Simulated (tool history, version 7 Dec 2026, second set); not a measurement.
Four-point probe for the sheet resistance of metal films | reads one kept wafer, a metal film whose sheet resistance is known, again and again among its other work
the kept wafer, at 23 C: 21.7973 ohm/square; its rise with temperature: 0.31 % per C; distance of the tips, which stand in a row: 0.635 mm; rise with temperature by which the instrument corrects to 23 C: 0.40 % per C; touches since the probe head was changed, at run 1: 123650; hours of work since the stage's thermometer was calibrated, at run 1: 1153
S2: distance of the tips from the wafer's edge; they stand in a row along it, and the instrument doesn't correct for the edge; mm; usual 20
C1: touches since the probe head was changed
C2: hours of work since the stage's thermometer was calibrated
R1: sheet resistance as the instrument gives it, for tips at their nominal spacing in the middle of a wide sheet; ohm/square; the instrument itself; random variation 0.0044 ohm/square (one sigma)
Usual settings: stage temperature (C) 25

Run 1, day 0: usual settings; C1 123650; C2 1153. Result: R1 22.045969 ohm/square.
Run 2, day 4.05: usual settings but S2 6 mm; C1 126053; C2 1227. Result: R1 22.17384 ohm/square.
Run 3, day 9.588: usual settings but S2 6 mm; C1 129341; C2 1327. Result: R1 22.1801 ohm/square.
Run 4, day 15.442: usual settings but S2 19 mm; C1 132815; C2 1433. Result: R1 22.065764 ohm/square.
Run 5, day 21.25: usual settings; C1 136261; C2 1538. Result: R1 22.062198 ohm/square.
Run 6, day 24.471: usual settings; C1 138173; C2 1597. Result: R1 22.058435 ohm/square.
Run 7, day 27.825: usual settings; C1 140162; C2 1657. Result: R1 22.061978 ohm/square.
At day 29.688: stage's thermometer calibrated.
Run 8, day 31.912: usual settings; C1 142577; C2 40. Result: R1 22.096852 ohm/square.
Run 9, day 36.612: usual settings; C1 145365; C2 125. Result: R1 22.092872 ohm/square.

Forecast run 10:
Run 10, day 42.475: usual settings; C1 148846; C2 232. Result: R1 ?.

Run 10 gave R1 22.097791 ohm/square.
Without the tool's hidden state the same run would have given R1 21.766452 ohm/square.
